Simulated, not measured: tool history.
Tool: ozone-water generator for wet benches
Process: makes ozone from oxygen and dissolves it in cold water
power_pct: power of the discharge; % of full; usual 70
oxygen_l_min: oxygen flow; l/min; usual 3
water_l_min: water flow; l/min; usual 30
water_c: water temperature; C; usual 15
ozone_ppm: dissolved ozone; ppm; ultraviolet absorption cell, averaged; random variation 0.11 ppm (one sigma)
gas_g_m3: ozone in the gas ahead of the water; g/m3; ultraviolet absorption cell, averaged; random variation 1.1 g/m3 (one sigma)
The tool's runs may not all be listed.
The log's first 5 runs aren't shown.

run	hour	power_pct	oxygen_l_min	water_l_min	water_c	hours of work since the electrodes were changed	hours of work since the contactor was cleaned	hours of work since the thermometer was calibrated	ozone_ppm	gas_g_m3
6	243.3	70	3	30	15	1843	1346	4462	12.9	197.7
7	284.9	70	3	30	15	1876	1378	4495	13	196.6
8	336.3	70	3	30	15	1916	1419	4535	13	195.6
9	380.9	70	3	30	15	1951	1454	4570	12.9	195.6
10	435	70	3	30	15	1994	1496	4613	13	196.2
11	501.9	70	3	30	15	2046	1548	4665	13	196.7
12	558.6	70	3	46	15	2090	1593	4709	8.5	197.2
13	597	70	3	46	15	2121	1623	4740	8.6	197
14	670.8	70	3	46	15	2178	1681	4797	8.4	197.4
15	726.5	70	3	46	15	2222	1724	4841	8.4	196.2
16	774.5	70	3	30	15	2260	1762	4879	12.9	195.9
17	831	70	3	24	15	2304	1806	4923	15.9	199.2
18	873.5	56	3	24	10	2337	1839	4956	13.8	162.7

Forecast run 19:
19	950.2	67	1.63	24	10	2397	1900	5016	?	?

{"run 19": {"ozone_ppm": 12, "gas_g_m3": 232.3}}
Without the tool's hidden state the same run would have given ozone_ppm 12 ppm, gas_g_m3 232.5 g/m3.

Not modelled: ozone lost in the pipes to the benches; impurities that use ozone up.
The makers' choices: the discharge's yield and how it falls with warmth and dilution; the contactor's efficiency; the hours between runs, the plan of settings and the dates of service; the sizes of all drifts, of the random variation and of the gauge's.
